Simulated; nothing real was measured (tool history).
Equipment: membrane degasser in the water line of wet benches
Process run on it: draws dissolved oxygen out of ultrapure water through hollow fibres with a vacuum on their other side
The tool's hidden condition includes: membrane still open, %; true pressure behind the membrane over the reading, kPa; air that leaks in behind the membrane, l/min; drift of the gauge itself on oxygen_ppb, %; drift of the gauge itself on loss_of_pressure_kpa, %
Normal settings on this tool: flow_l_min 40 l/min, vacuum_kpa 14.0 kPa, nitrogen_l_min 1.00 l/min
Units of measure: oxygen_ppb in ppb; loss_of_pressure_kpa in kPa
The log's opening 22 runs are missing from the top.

run,hour,flow_l_min,vacuum_kpa,nitrogen_l_min,hours since the membrane was changed,hours since the vacuum gauge was calibrated,hours since the vacuum lines were made tight,oxygen_ppb,loss_of_pressure_kpa
23,2060.2,26,13.3,1.62,2955,3231,1460,372.8,32.32
24,2158.9,26,13.3,1.62,3054,3329,1559,370.9,32.04
25,2266.8,26,13.3,1.62,3162,3437,1667,373.2,32.18
26,2403.8,26,13.3,1.62,3299,3574,1804,370.6,32.05
27,2504.6,26,13.3,1.62,3400,3675,1905,370.4,31.96
28,2589.0,51,14.0,0.71,3484,3760,1989,1280.0,62.92
29,2692.9,51,14.0,0.71,3588,3863,2093,1288.7,62.99
30,2769.0,61,11.3,2.36,3664,3940,2169,589.2,75.19
31,2880.3,32,9.3,2.42,3776,4051,2280,211.0,39.67
32,3025.5,40,14.0,1.49,3921,4196,2425,639.2,49.55

What does the tool deliver on the next run?
33,3150.8,40,14.0,1.49,4046,4321,2551,?,?

oxygen_ppb: 633.9 ppb
loss_of_pressure_kpa: 49.21 kPa
If the tool had no hidden condition, the same run with the same run-to-run variation would have returned oxygen_ppb 623.1 ppb, loss_of_pressure_kpa 48.09 kPa.
